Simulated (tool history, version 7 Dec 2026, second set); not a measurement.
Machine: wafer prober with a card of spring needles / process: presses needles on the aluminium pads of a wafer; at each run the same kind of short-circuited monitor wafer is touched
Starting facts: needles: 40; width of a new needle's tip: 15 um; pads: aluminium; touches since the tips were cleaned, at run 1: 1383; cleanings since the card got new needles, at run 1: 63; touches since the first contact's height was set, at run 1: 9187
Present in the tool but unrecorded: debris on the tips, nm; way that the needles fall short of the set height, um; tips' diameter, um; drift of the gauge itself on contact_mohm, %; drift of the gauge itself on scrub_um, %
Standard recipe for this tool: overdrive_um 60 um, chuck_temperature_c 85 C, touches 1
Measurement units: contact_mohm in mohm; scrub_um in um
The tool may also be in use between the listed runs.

run,day,overdrive_um,chuck_temperature_c,touches,touches since the tips were cleaned,cleanings since the card got new needles,touches since the first contact's height was set,contact_mohm,scrub_um
1,0.000,60,85,1,1383,63,9187,337,9.792
# day 1.438: tips cleaned on abrasive film
2,2.250,60,85,1,4373,64,21263,364,9.784
# day 3.171: tips cleaned on abrasive film
# day 4.675: tips cleaned on abrasive film
3,5.692,60,85,1,5453,66,39718,385,9.772
# day 6.262: tips cleaned on abrasive film
# day 7.738: tips cleaned on abrasive film
4,8.050,60,85,1,1694,68,52362,337,9.731
# day 9.338: tips cleaned on abrasive film
# day 10.804: tips cleaned on abrasive film
5,11.225,60,85,1,2275,70,69384,341,9.718
# day 12.408: tips cleaned on abrasive film
6,12.946,60,85,1,2882,71,78609,358,9.718
# day 14.050: tips cleaned on abrasive film
# day 15.554: tips cleaned on abrasive film
# day 15.800: height of the first contact set anew
7,16.438,60,85,1,4665,73,3428,376,9.786
# day 17.175: tips cleaned on abrasive film
# day 18.779: tips cleaned on abrasive film
8,19.088,60,85,1,1658,75,17645,337,9.758
# day 20.242: tips cleaned on abrasive film
9,21.454,60,85,1,6526,76,30343,392,9.774
# day 21.788: tips cleaned on abrasive film
# day 23.521: tips cleaned on abrasive film
10,23.946,60,85,1,2296,78,43692,349,9.754
# day 25.033: tips cleaned on abrasive film
11,26.158,60,85,1,6048,79,55563,398,9.747
# day 26.688: tips cleaned on abrasive film
12,27.862,60,85,1,6312,80,64698,395,9.720
# day 28.438: tips cleaned on abrasive film
# day 29.958: tips cleaned on abrasive film
13,30.367,48,85,1,2195,82,78122,369,7.741
# day 31.529: tips cleaned on abrasive film
14,32.004,49,96,3,2554,83,86900,332,7.904
# day 33.296: tips cleaned on abrasive film
# day 33.308: height of the first contact set anew
15,34.050,60,85,2,4001,84,4001,345,9.810
# day 34.883: tips cleaned on abrasive film
# day 36.404: tips cleaned on abrasive film
16,36.958,60,85,2,2982,86,19578,332,9.762
# day 38.012: tips cleaned on abrasive film
17,39.071,60,33,2,5678,87,30910,336,9.749
# day 39.571: tips cleaned on abrasive film
# day 41.046: tips cleaned on abrasive film
18,41.067,60,33,2,118,89,41599,281,9.737
# day 42.629: tips cleaned on abrasive film
19,43.354,40,45,3,3908,90,53883,347,6.470
# day 44.212: tips cleaned on abrasive film
20,45.208,40,45,3,5364,91,63828,363,6.459
# day 45.850: tips cleaned on abrasive film
# day 47.575: tips cleaned on abrasive film
21,47.671,71,45,2,526,93,77027,291,11.502
# day 49.167: tips cleaned on abrasive film
22,49.338,71,45,2,924,94,85955,295,11.496
# day 50.692: tips cleaned on abrasive film
# day 50.704: height of the first contact set anew
# day 52.162: tips cleaned on abrasive film
23,52.254,43,119,1,485,96,8305,335,7.018
# day 53.704: tips cleaned on abrasive film
# day 55.367: tips cleaned on abrasive film
24,55.496,47,37,3,689,98,25689,299,7.638

Subtracting, for every run, the result it would have given without the tool's unlogged condition from the measured result gives the following. The same run-to-run variation enters both numbers; the gauge's scatter may not:
run,contact_mohm,scrub_um
1,+44,-0.011
2,+72,-0.020
3,+94,-0.040
4,+46,-0.061
5,+46,-0.079
6,+62,-0.088
7,+85,+0.000
8,+39,-0.024
9,+99,-0.035
10,+58,-0.055
11,+102,-0.062
12,+99,-0.075
13,+75,-0.095
14,+32,-0.106
15,+49,+0.000
16,+39,-0.022
17,+59,-0.032
18,+8,-0.058
19,+65,-0.065
20,+75,-0.072
21,+12,-0.088
22,+16,-0.098
23,+30,-0.010
24,+17,-0.031
